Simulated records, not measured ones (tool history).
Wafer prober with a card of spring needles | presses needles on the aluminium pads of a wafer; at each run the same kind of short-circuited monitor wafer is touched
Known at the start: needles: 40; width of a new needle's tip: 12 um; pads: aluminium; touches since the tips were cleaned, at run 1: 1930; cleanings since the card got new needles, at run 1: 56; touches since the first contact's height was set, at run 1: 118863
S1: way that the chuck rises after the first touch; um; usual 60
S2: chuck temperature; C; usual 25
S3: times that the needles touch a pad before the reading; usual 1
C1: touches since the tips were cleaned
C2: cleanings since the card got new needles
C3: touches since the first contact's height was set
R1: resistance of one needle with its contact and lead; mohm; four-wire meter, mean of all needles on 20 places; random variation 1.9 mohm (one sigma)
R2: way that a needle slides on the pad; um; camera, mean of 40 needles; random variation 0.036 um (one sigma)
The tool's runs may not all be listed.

run,day,S1,S2,S3,C1,C2,C3,R1,R2
1,0,60,25,1,1930,56,118863,246,12.51
# day 0.867: tips cleaned on abrasive film
# day 1.921: tips cleaned on abrasive film
2,2.646,60,77,1,4764,58,136137,282,12.44
# day 2.888: tips cleaned on abrasive film
# day 4.079: tips cleaned on abrasive film
3,4.079,60,77,1,5,60,145471,212,12.43
# day 4.317: height of the first contact set anew
# day 5.233: tips cleaned on abrasive film
# day 6.196: tips cleaned on abrasive film
4,6.842,60,78,1,4206,62,16458,276,12.27
# day 7.321: tips cleaned on abrasive film
# day 8.421: tips cleaned on abrasive film
5,9.075,60,78,1,4284,64,31037,283,12.28
# day 9.488: tips cleaned on abrasive film
# day 10.458: tips cleaned on abrasive film
# day 11.462: tips cleaned on abrasive film
6,11.462,60,25,1,0,67,46576,209,12.19
# day 12.567: tips cleaned on abrasive film
# day 13.633: tips cleaned on abrasive film
# day 14.596: tips cleaned on abrasive film
7,14.596,60,93,1,0,70,67021,221,12.2
# day 15.671: tips cleaned on abrasive film
# day 16.629: tips cleaned on abrasive film
# day 16.796: height of the first contact set anew, once more
8,16.988,60,93,1,2270,72,1261,258,12.85
# day 17.733: tips cleaned on abrasive film
# day 18.858: tips cleaned on abrasive film
9,19.646,60,93,1,5147,74,18615,284,12.83
# day 19.888: tips cleaned on abrasive film
# day 21.017: tips cleaned on abrasive film
10,21.696,60,93,1,4432,76,31970,282,12.72
# day 22.146: tips cleaned on abrasive film
# day 23.112: tips cleaned on abrasive film
11,23.112,60,25,3,0,78,41185,198,12.7
# day 24.092: tips cleaned on abrasive film
# day 25.158: tips cleaned on abrasive film
12,25.958,60,25,3,5241,80,59776,230,12.74
# day 26.2: tips cleaned on abrasive film
# day 27.208: tips cleaned on abrasive film
# day 28.217: tips cleaned on abrasive film
13,28.217,60,25,1,0,83,74483,208,12.65
# day 29.267: tips cleaned on abrasive film
# day 30.3: tips cleaned on abrasive film
14,30.404,60,25,1,676,85,88734,221,12.61
# day 31.362: tips cleaned on abrasive film
# day 32.471: tips cleaned on abrasive film
15,32.712,60,38,1,1563,87,103785,249,12.61
# day 33.604: tips cleaned on abrasive film
# day 34.725: tips cleaned on abrasive film
16,35.371,60,38,2,4224,89,121139,246,12.54
# day 35.762: tips cleaned on abrasive film
# day 36.812: tips cleaned on abrasive film
# day 37.796: tips cleaned on abrasive film
17,38.229,60,100,1,2825,92,139765,270,12.45
# day 38.908: tips cleaned on abrasive film
# day 39.162: height of the first contact set anew
18,39.55,63,104,2,4114,93,2556,249,13.51
# day 39.996: tips cleaned on abrasive film
# day 41.108: tips cleaned on abrasive film
19,41.525,63,104,2,2742,95,15426,245,13.42
# day 42.167: tips cleaned on abrasive film
# day 43.338: tips cleaned on abrasive film
# day 44.442: tips cleaned on abrasive film
20,44.596,63,107,1,1010,98,35436,240,13.45
# day 45.433: tips cleaned on abrasive film
# day 46.508: tips cleaned on abrasive film
21,47.079,55,115,1,3742,100,51656,297,11.63
# day 47.525: tips cleaned on abrasive film
# day 48.579: tips cleaned on abrasive film
# day 49.542: tips cleaned on abrasive film
22,50.038,45,25,1,3249,103,70934,304,9.41
# day 50.612: tips cleaned on abrasive film
23,51.55,45,25,1,6146,104,80807,347,9.36
# day 51.7: tips cleaned on abrasive film
# day 52.783: tips cleaned on abrasive film
24,53.342,45,25,1,3669,106,92482,329,9.38
# day 53.75: tips cleaned on abrasive film
# day 54.854: tips cleaned on abrasive film
# day 55.979: tips cleaned on abrasive film
25,56.312,52,66,2,2192,109,111847,247,10.86
# day 57.171: tips cleaned on abrasive film
26,57.979,52,30,2,5301,110,122732,268,10.78
# day 58.171: tips cleaned on abrasive film
# day 59.242: tips cleaned on abrasive film
27,59.667,52,30,2,2805,112,133726,255,10.78
# day 60.283: tips cleaned on abrasive film
# day 61.325: tips cleaned on abrasive film
# day 61.675: height of the first contact set anew
28,61.892,52,30,2,3608,114,1406,255,11.12

Forecast each of these 3 alternatives for the next run:
# day 62.4: tips cleaned on abrasive film
# day 63.358: tips cleaned on abrasive film
A,63.358,48,123,1,0,116,10970,?,?
# day 62.4: tips cleaned on abrasive film
# day 63.358: tips cleaned on abrasive film
B,63.358,61,69,2,0,116,10970,?,?
# day 62.4: tips cleaned on abrasive film
# day 63.358: tips cleaned on abrasive film
C,63.358,64,30,2,0,116,10970,?,?

run,R1,R2
A,238,10.17
B,216,12.98
C,205,13.68
Without the tool's hidden state the same runs would have given:
run,R1,R2
A,227,10.21
B,211,13.02
C,200,13.72
